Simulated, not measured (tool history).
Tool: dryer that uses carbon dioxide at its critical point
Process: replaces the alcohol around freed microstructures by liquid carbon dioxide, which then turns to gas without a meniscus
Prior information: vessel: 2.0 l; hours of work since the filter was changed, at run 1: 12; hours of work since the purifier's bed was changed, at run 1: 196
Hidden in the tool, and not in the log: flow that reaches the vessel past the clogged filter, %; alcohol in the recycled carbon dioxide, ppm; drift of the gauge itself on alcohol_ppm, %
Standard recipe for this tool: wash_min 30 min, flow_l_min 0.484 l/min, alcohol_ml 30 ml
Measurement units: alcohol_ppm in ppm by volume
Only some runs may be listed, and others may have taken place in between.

run	hour	wash_min	flow_l_min	alcohol_ml	hours of work since the filter was changed	hours of work since the purifier's bed was changed	alcohol_ppm
1	0	30	0.484	30	12	196	43
2	17.2	30	0.484	30	21	206	42
3	41.5	30	0.484	30	35	219	50
4	68.1	30	0.329	30	49	234	194
5	85.1	30	0.484	30	59	243	52
6	107.4	30	0.484	30	71	256	57
7	123.7	30	0.484	30	80	265	57
8	149.3	30	0.484	30	94	279	59
9	175.3	30	0.484	30	109	293	62
10	199.1	30	0.484	30	122	306	67
11	215.6	30	0.529	30	131	316	52
12	239.5	30	0.529	30	144	329	51
13	251.5	30	0.484	30	151	336	62
14	277.6	30	0.484	30	166	350	72
15	289.6	30	0.484	103	172	357	120
16	308.7	30	0.484	103	183	367	141
17	332.3	30	0.614	30	196	380	53
18	351.9	30	0.614	30	207	391	59
19	371.9	30	0.614	30	218	402	65
20	385.4	30	0.614	30	225	410	52
21	408.5	35	0.614	30	238	423	49
22	419.6	35	0.614	30	244	429	58
23	432.7	35	0.614	30	251	436	41
24	459	35	0.614	30	266	450	59
25	472.7	33	0.678	30	274	458	58
26	493.8	30	0.502	98	285	470	137
27	507.5	30	0.395	30	293	477	138
28	532.6	30	0.395	30	307	491	147

Estimate the outcome of run 29 from the log above:
29	546.7	30	0.395	30	315	499	?

alcohol_ppm: 149 ppm by volume
Were there no unlogged condition in the tool, this run, its random variation unchanged, would have produced alcohol_ppm 54 ppm by volume.
